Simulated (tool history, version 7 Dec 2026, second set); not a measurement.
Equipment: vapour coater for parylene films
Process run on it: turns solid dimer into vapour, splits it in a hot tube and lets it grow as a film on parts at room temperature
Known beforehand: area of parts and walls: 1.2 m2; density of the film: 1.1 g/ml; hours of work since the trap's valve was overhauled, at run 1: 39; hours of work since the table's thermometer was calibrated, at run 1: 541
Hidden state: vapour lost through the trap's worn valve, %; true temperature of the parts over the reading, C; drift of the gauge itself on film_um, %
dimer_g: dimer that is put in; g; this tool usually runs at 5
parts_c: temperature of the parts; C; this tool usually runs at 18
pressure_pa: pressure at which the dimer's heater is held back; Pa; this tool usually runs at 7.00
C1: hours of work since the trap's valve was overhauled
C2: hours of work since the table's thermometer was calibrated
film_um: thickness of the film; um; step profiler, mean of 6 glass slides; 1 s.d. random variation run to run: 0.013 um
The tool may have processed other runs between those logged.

run 1 hour=0.0 | dimer_g=5 parts_c=18 pressure_pa=7.00 | C1=39 C2=541 | film_um=2.85
run 2 hour=52.1 | dimer_g=5 parts_c=18 pressure_pa=7.00 | C1=64 C2=566 | film_um=2.86
run 3 hour=108.7 | dimer_g=5 parts_c=18 pressure_pa=7.00 | C1=91 C2=593 | film_um=2.83
run 4 hour=166.9 | dimer_g=5 parts_c=18 pressure_pa=7.00 | C1=119 C2=621 | film_um=2.86
run 5 hour=204.7 | dimer_g=5 parts_c=18 pressure_pa=7.87 | C1=137 C2=639 | film_um=2.78
run 6 hour=233.7 | dimer_g=5 parts_c=18 pressure_pa=3.27 | C1=151 C2=653 | film_um=3.27
run 7 hour=278.5 | dimer_g=5 parts_c=18 pressure_pa=7.00 | C1=172 C2=674 | film_um=2.85
run 8 hour=327.1 | dimer_g=4 parts_c=18 pressure_pa=7.00 | C1=195 C2=697 | film_um=2.28
run 9 hour=387.4 | dimer_g=4 parts_c=18 pressure_pa=7.00 | C1=224 C2=726 | film_um=2.30
-- hour=415.4 trap's valve overhauled
run 10 hour=422.2 | dimer_g=4 parts_c=18 pressure_pa=7.00 | C1=3 C2=741 | film_um=2.29
run 11 hour=461.3 | dimer_g=6 parts_c=18 pressure_pa=7.00 | C1=22 C2=760 | film_um=3.44
run 12 hour=492.1 | dimer_g=6 parts_c=18 pressure_pa=7.00 | C1=37 C2=774 | film_um=3.44
run 13 hour=523.9 | dimer_g=6 parts_c=18 pressure_pa=7.00 | C1=52 C2=790 | film_um=3.44
run 14 hour=566.4 | dimer_g=9 parts_c=18 pressure_pa=3.05 | C1=72 C2=810 | film_um=6.05
run 15 hour=599.6 | dimer_g=9 parts_c=18 pressure_pa=3.05 | C1=88 C2=826 | film_um=6.04
run 16 hour=640.6 | dimer_g=5 parts_c=11 pressure_pa=8.63 | C1=108 C2=845 | film_um=3.24
run 17 hour=701.7 | dimer_g=3 parts_c=17 pressure_pa=7.25 | C1=137 C2=875 | film_um=1.77
run 18 hour=729.2 | dimer_g=5 parts_c=12 pressure_pa=2.69 | C1=150 C2=888 | film_um=3.78
run 19 hour=789.1 | dimer_g=5 parts_c=12 pressure_pa=2.69 | C1=179 C2=916 | film_um=3.82
run 20 hour=839.3 | dimer_g=5 parts_c=18 pressure_pa=4.83 | C1=203 C2=940 | film_um=3.11
run 21 hour=872.3 | dimer_g=5 parts_c=18 pressure_pa=4.83 | C1=218 C2=956 | film_um=3.12
-- hour=912.9 trap's valve overhauled
run 22 hour=935.5 | dimer_g=5 parts_c=28 pressure_pa=7.00 | C1=11 C2=984 | film_um=2.33
-- hour=939.0 gauge calibrated
run 23 hour=973.2 | dimer_g=2 parts_c=28 pressure_pa=10.55 | C1=29 C2=1002 | film_um=0.84

Table of differences, measured result less the result of that run with no hidden state. Run-to-run variation is the same in both. Gauge scatter possibly is not:
run=1 film_um=+0.00
run=2 film_um=+0.01
run=3 film_um=+0.01
run=4 film_um=+0.01
run=5 film_um=+0.01
run=6 film_um=+0.02
run=7 film_um=+0.02
run=8 film_um=+0.02
run=9 film_um=+0.03
run=10 film_um=+0.03
run=11 film_um=+0.05
run=12 film_um=+0.05
run=13 film_um=+0.05
run=14 film_um=+0.10
run=15 film_um=+0.11
run=16 film_um=+0.06
run=17 film_um=+0.04
run=18 film_um=+0.08
run=19 film_um=+0.09
run=20 film_um=+0.07
run=21 film_um=+0.08
run=22 film_um=+0.07
run=23 film_um=+0.00
